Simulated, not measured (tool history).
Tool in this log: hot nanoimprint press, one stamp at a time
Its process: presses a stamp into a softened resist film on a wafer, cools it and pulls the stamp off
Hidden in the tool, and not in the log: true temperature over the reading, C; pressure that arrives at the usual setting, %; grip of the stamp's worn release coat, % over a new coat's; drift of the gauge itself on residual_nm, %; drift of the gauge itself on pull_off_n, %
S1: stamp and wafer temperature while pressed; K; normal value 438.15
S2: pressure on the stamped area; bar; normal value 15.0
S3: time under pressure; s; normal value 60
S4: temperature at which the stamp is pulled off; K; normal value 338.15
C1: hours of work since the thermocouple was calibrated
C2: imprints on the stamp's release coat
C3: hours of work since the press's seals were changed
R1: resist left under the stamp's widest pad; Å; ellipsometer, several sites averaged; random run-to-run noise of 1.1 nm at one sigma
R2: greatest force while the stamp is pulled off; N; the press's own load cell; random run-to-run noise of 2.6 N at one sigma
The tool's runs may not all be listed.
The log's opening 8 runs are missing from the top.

Run 9, hour 77.3: usual settings but S2 12.3 bar; C1 264; C2 351; C3 98. Result: R1 1804 Å, R2 135 N.
Run 10, hour 87.3: usual settings; C1 271; C2 393; C3 106. Result: R1 1653 Å, R2 134 N.
Run 11, hour 94.9: usual settings; C1 277; C2 425; C3 111. Result: R1 1642 Å, R2 136 N.
Run 12, hour 107.8: usual settings; C1 286; C2 480; C3 121. Result: R1 1665 Å, R2 134 N.
Run 13, hour 116.3: usual settings; C1 292; C2 516; C3 127. Result: R1 1657 Å, R2 136 N.
Run 14, hour 128.6: usual settings; C1 301; C2 568; C3 136. Result: R1 1648 Å, R2 140 N.
Run 15, hour 140.9: usual settings but S2 12.4 bar; C1 310; C2 620; C3 145. Result: R1 1808 Å, R2 135 N.
At hour 153.6: plate thermocouple calibrated.
Run 16, hour 154.8: usual settings but S1 437.15 K, S3 113 s, S4 346.15 K; C1 1; C2 666; C3 153. Result: R1 1285 Å, R2 111 N.
Run 17, hour 167.6: usual settings but S1 437.15 K, S3 113 s, S4 346.15 K; C1 10; C2 721; C3 162. Result: R1 1304 Å, R2 116 N.
Run 18, hour 176.5: usual settings but S1 427.15 K, S3 37 s, S4 341.15 K; C1 17; C2 759; C3 169. Result: R1 2690 Å, R2 130 N.
Run 19, hour 185.1: usual settings but S1 431.15 K, S2 17.4 bar, S3 116 s, S4 332.15 K; C1 23; C2 795; C3 175. Result: R1 1571 Å, R2 156 N.
Run 20, hour 195.2: usual settings but S1 431.15 K, S2 17.4 bar, S3 42 s, S4 337.15 K; C1 30; C2 838; C3 182. Result: R1 2204 Å, R2 144 N.
Run 21, hour 207.1: usual settings but S1 439.15 K, S2 14.5 bar, S3 34 s, S4 327.15 K; C1 39; C2 888; C3 191. Result: R1 1940 Å, R2 184 N.
Run 22, hour 215.2: usual settings but S1 432.15 K, S2 17.2 bar, S3 58 s, S4 339.15 K; C1 45; C2 923; C3 197. Result: R1 1946 Å, R2 144 N.
Run 23, hour 223.8: usual settings but S2 16.1 bar, S3 53 s; C1 51; C2 959; C3 203. Result: R1 1630 Å, R2 146 N.
Run 24, hour 234.6: usual settings but S1 431.15 K, S2 23.9 bar; C1 59; C2 1005; C3 211. Result: R1 1765 Å, R2 146 N.
Run 25, hour 243.4: usual settings but S3 45 s, S4 330.15 K; C1 66; C2 1042; C3 218. Result: R1 1789 Å, R2 176 N.
Run 26, hour 253.5: usual settings but S3 45 s, S4 330.15 K; C1 73; C2 1085; C3 225. Result: R1 1796 Å, R2 180 N.

The next listed run, before its measurement:
Run 27, hour 261.6: usual settings but S3 45 s, S4 330.15 K; C1 79; C2 1119; C3 231. Result: R1 ?, R2 ?.

{"run 27": {"R1": 1793, "R2": 173}}
Had the tool carried no hidden state, the very same run would have given R1 1749 Å, R2 144 N.

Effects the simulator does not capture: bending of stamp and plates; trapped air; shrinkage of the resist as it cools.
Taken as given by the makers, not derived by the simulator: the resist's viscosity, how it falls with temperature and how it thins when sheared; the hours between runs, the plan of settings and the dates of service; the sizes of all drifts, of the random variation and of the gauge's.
